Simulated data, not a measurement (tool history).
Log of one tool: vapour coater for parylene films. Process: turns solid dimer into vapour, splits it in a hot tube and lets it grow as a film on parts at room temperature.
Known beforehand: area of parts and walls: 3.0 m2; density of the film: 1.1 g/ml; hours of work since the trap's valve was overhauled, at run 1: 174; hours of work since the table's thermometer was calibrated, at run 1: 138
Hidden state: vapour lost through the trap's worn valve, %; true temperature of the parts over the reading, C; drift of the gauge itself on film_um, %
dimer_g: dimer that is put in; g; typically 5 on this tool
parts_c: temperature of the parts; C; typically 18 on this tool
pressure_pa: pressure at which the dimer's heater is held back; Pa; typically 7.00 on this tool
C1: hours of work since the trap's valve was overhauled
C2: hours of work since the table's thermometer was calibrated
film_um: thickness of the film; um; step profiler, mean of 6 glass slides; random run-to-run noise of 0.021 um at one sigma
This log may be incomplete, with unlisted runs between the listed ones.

run 1 hour=0.0 | dimer_g=5 parts_c=18 pressure_pa=7.00 | C1=174 C2=138 | film_um=0.93
run 2 hour=15.2 | dimer_g=5 parts_c=18 pressure_pa=3.20 | C1=180 C2=144 | film_um=1.08
run 3 hour=27.3 | dimer_g=5 parts_c=18 pressure_pa=7.00 | C1=185 C2=150 | film_um=0.95
run 4 hour=40.5 | dimer_g=5 parts_c=23 pressure_pa=7.00 | C1=191 C2=155 | film_um=0.78
run 5 hour=57.5 | dimer_g=4 parts_c=18 pressure_pa=7.00 | C1=199 C2=163 | film_um=0.77
run 6 hour=76.7 | dimer_g=4 parts_c=18 pressure_pa=7.00 | C1=207 C2=171 | film_um=0.74
run 7 hour=95.0 | dimer_g=4 parts_c=18 pressure_pa=7.00 | C1=215 C2=179 | film_um=0.73
run 8 hour=110.0 | dimer_g=4 parts_c=18 pressure_pa=7.00 | C1=221 C2=186 | film_um=0.75
run 9 hour=126.9 | dimer_g=4 parts_c=18 pressure_pa=7.00 | C1=229 C2=193 | film_um=0.76
run 10 hour=142.6 | dimer_g=4 parts_c=18 pressure_pa=7.00 | C1=236 C2=200 | film_um=0.78
run 11 hour=161.3 | dimer_g=5 parts_c=18 pressure_pa=10.60 | C1=244 C2=208 | film_um=0.85
run 12 hour=169.7 | dimer_g=2 parts_c=18 pressure_pa=10.60 | C1=247 C2=211 | film_um=0.36
run 13 hour=185.5 | dimer_g=2 parts_c=18 pressure_pa=10.60 | C1=254 C2=218 | film_um=0.35
run 14 hour=205.9 | dimer_g=2 parts_c=18 pressure_pa=10.60 | C1=263 C2=227 | film_um=0.33
-- hour=218.9 trap's valve overhauled
run 15 hour=219.1 | dimer_g=2 parts_c=18 pressure_pa=10.60 | C1=0 C2=231 | film_um=0.35
run 16 hour=238.7 | dimer_g=8 parts_c=18 pressure_pa=10.60 | C1=9 C2=240 | film_um=1.41
run 17 hour=251.6 | dimer_g=5 parts_c=18 pressure_pa=7.00 | C1=14 C2=245 | film_um=0.92
run 18 hour=270.1 | dimer_g=5 parts_c=18 pressure_pa=7.00 | C1=22 C2=253 | film_um=0.89
run 19 hour=286.7 | dimer_g=5 parts_c=18 pressure_pa=7.00 | C1=29 C2=260 | film_um=0.91
run 20 hour=301.6 | dimer_g=5 parts_c=18 pressure_pa=7.00 | C1=36 C2=267 | film_um=0.90
run 21 hour=319.1 | dimer_g=5 parts_c=18 pressure_pa=7.00 | C1=43 C2=274 | film_um=0.93
run 22 hour=338.9 | dimer_g=5 parts_c=18 pressure_pa=7.00 | C1=52 C2=283 | film_um=0.91
run 23 hour=358.2 | dimer_g=5 parts_c=18 pressure_pa=5.16 | C1=60 C2=291 | film_um=0.97
run 24 hour=366.9 | dimer_g=5 parts_c=18 pressure_pa=2.15 | C1=64 C2=295 | film_um=1.11
run 25 hour=376.2 | dimer_g=8 parts_c=14 pressure_pa=5.76 | C1=68 C2=299 | film_um=1.71
run 26 hour=396.6 | dimer_g=5 parts_c=20 pressure_pa=7.00 | C1=77 C2=308 | film_um=0.87
run 27 hour=417.3 | dimer_g=8 parts_c=18 pressure_pa=7.00 | C1=86 C2=317 | film_um=1.54
run 28 hour=428.4 | dimer_g=5 parts_c=13 pressure_pa=3.52 | C1=91 C2=322 | film_um=1.20
run 29 hour=438.9 | dimer_g=5 parts_c=13 pressure_pa=3.52 | C1=95 C2=326 | film_um=1.25
run 30 hour=447.4 | dimer_g=5 parts_c=13 pressure_pa=3.52 | C1=99 C2=330 | film_um=1.23
run 31 hour=458.6 | dimer_g=5 parts_c=13 pressure_pa=3.52 | C1=104 C2=335 | film_um=1.19
run 32 hour=476.9 | dimer_g=7 parts_c=14 pressure_pa=7.39 | C1=112 C2=343 | film_um=1.42
run 33 hour=492.6 | dimer_g=7 parts_c=14 pressure_pa=7.39 | C1=119 C2=350 | film_um=1.46
run 34 hour=502.6 | dimer_g=7 parts_c=14 pressure_pa=7.39 | C1=123 C2=354 | film_um=1.47
run 35 hour=514.6 | dimer_g=6 parts_c=14 pressure_pa=7.39 | C1=128 C2=359 | film_um=1.30
run 36 hour=527.7 | dimer_g=4 parts_c=11 pressure_pa=3.25 | C1=134 C2=365 | film_um=1.06
run 37 hour=538.4 | dimer_g=6 parts_c=21 pressure_pa=3.49 | C1=139 C2=370 | film_um=1.11
run 38 hour=551.6 | dimer_g=3 parts_c=21 pressure_pa=3.85 | C1=144 C2=375 | film_um=0.54
run 39 hour=560.9 | dimer_g=3 parts_c=21 pressure_pa=3.85 | C1=148 C2=379 | film_um=0.57
run 40 hour=581.4 | dimer_g=3 parts_c=16 pressure_pa=3.85 | C1=157 C2=388 | film_um=0.65
run 41 hour=593.1 | dimer_g=3 parts_c=16 pressure_pa=3.85 | C1=162 C2=393 | film_um=0.65
run 42 hour=602.3 | dimer_g=8 parts_c=18 pressure_pa=8.80 | C1=166 C2=397 | film_um=1.44
run 43 hour=621.7 | dimer_g=8 parts_c=14 pressure_pa=8.80 | C1=175 C2=406 | film_um=1.61
run 44 hour=641.6 | dimer_g=5 parts_c=23 pressure_pa=7.00 | C1=183 C2=414 | film_um=0.79
run 45 hour=656.6 | dimer_g=5 parts_c=13 pressure_pa=7.00 | C1=190 C2=421 | film_um=1.09
run 46 hour=668.3 | dimer_g=5 parts_c=13 pressure_pa=7.00 | C1=195 C2=426 | film_um=1.05

Alternative continuations, all from the tool just after run 46; predict every row:
run A hour=687.8 | dimer_g=5 parts_c=18 pressure_pa=7.00 | C1=203 C2=434 | film_um=?
run B hour=687.8 | dimer_g=5 parts_c=13 pressure_pa=2.08 | C1=203 C2=434 | film_um=?
run C hour=687.8 | dimer_g=4 parts_c=15 pressure_pa=7.00 | C1=203 C2=434 | film_um=?
run D hour=687.8 | dimer_g=5 parts_c=23 pressure_pa=9.03 | C1=203 C2=434 | film_um=?

run=A film_um=0.90
run=B film_um=1.29
run=C film_um=0.83
run=D film_um=0.71
The same runs, with their run-to-run variation unchanged, on a tool lacking any hidden condition would have given:
run=A film_um=0.91
run=B film_um=1.30
run=C film_um=0.84
run=D film_um=0.72

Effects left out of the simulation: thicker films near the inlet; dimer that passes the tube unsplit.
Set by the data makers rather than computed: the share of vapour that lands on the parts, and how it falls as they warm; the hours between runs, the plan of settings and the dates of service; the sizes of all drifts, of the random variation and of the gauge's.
